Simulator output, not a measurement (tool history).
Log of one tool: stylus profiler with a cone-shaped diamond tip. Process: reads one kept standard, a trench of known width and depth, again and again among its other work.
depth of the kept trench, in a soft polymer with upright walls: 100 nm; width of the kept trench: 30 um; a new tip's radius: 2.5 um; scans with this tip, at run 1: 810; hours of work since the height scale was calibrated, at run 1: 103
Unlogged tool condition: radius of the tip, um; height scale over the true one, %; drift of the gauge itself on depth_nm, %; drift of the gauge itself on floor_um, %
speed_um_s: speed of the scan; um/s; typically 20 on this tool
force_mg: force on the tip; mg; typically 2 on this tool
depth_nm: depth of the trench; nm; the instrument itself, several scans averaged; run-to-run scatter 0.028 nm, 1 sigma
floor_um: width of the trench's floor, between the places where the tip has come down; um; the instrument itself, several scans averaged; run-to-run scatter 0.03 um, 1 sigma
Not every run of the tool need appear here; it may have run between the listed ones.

run,hour,speed_um_s,force_mg,scans with this tip,hours of work since the height scale was calibrated,depth_nm,floor_um
1,0,20,2,810,103,100.65,28.45
2,15.5,20,2,859,109,100.67,28.5
3,29.9,20,1.47,905,114,100.56,28.44
4,47.8,20,1.47,962,122,100.51,28.45
5,58.9,20,3.54,997,126,100.91,28.48
6,71,20,3.98,1035,131,101.04,28.53
7,85.3,10,3.98,1080,137,101.08,28.58
8,101.1,10,3.98,1130,143,101.04,28.52
9,127.2,10,3.98,1213,153,101.08,28.55
10,141.5,22,3.98,1258,159,101.09,28.53
11,156.1,20,3.77,1304,165,101.05,28.52
12,174,10,2,1361,172,100.65,28.52
13,194.9,20,2,1427,181,100.65,28.48
14,219.3,62,2,1504,190,100.7,28.27
15,235.2,23,0.87,1554,197,100.4,28.41
16,251.3,23,0.87,1605,203,100.38,28.38
17,269.4,23,0.87,1663,210,100.39,28.43
18,288.3,23,0.87,1722,218,100.38,28.37
19,311.7,23,0.87,1797,227,100.39,28.38
20,337.3,27,1.83,1878,238,100.65,28.42
21,360.3,23,2,1950,247,100.67,28.43
22,382,11,2.56,2019,255,100.84,28.58
23,394.2,21,2.54,2057,260,100.82,28.52
24,409.8,21,2.54,2107,267,100.84,28.51
25,429.5,21,2.54,2169,274,100.75,28.47

Forecast each of these 5 alternatives for the next run:
A,448.1,55,2.54,2228,282,?,?
B,448.1,31,1.15,2228,282,?,?
C,448.1,73,2.38,2228,282,?,?
D,448.1,39,4.11,2228,282,?,?
E,448.1,6,0.76,2228,282,?,?

run,depth_nm,floor_um
A,100.77,28.32
B,100.46,28.38
C,100.76,28.22
D,101.04,28.42
E,100.33,28.54
Without the tool's hidden state the same runs would have given:
run,depth_nm,floor_um
A,100.77,28.32
B,100.46,28.38
C,100.76,28.22
D,101.04,28.42
E,100.33,28.54

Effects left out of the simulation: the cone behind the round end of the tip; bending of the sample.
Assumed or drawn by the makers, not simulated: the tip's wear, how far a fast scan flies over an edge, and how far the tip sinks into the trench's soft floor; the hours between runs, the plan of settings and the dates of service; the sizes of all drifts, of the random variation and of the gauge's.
